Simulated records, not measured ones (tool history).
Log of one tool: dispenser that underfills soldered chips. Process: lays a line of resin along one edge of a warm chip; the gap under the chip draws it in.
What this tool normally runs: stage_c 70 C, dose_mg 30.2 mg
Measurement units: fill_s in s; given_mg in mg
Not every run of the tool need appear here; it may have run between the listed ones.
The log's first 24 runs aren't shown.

run,day,stage_c,dose_mg,hours of work since the syringe was changed,hours of work since the valve was cleaned,hours of work since the stage was calibrated,fill_s,given_mg
# day 11.471: new syringe of resin
25,11.512,64,30.9,1,66,359,139.5,29.08
26,11.971,65,27.7,8,74,367,220.6,25.57
# day 12.033: new syringe of resin
# day 12.588: new syringe of resin
27,12.588,58,30.1,0,84,377,172.1,27.63
# day 13.117: new syringe of resin
28,13.117,55,37.8,0,92,386,185.7,34.43
29,13.558,78,30.2,7,100,393,131.1,27.19
# day 13.696: new syringe of resin
30,13.950,59,33.4,4,106,399,208.9,29.89
# day 14.242: new syringe of resin
# day 14.546: dispensing valve cleaned and set on the balance
31,14.662,63,33.4,6,2,410,193.7,33.34
# day 14.829: new syringe of resin
32,14.975,84,35.4,2,7,415,76.3,35.08
# day 15.350: new syringe of resin
33,15.546,73,28.5,3,16,425,116.4,27.90
# day 15.879: new syringe of resin
34,16.054,70,37.6,3,25,433,121.4,36.73
# day 16.421: new syringe of resin
35,16.604,76,36.2,3,34,442,99.5,34.99

Branching from run 35: 3 alternative next runs. What would each branch give?
# day 16.958: new syringe of resin
A,17.142,64,26.1,3,43,451,?,?
# day 16.958: new syringe of resin
B,17.142,70,29.7,3,43,451,?,?
# day 16.958: new syringe of resin
C,17.142,62,27.2,3,43,451,?,?

run,fill_s,given_mg
A,168.9,24.93
B,131.0,28.48
C,179.2,26.08
What these runs would have given with no unlogged condition in the tool:
run,fill_s,given_mg
A,150.6,25.98
B,117.1,29.68
C,160.4,27.18
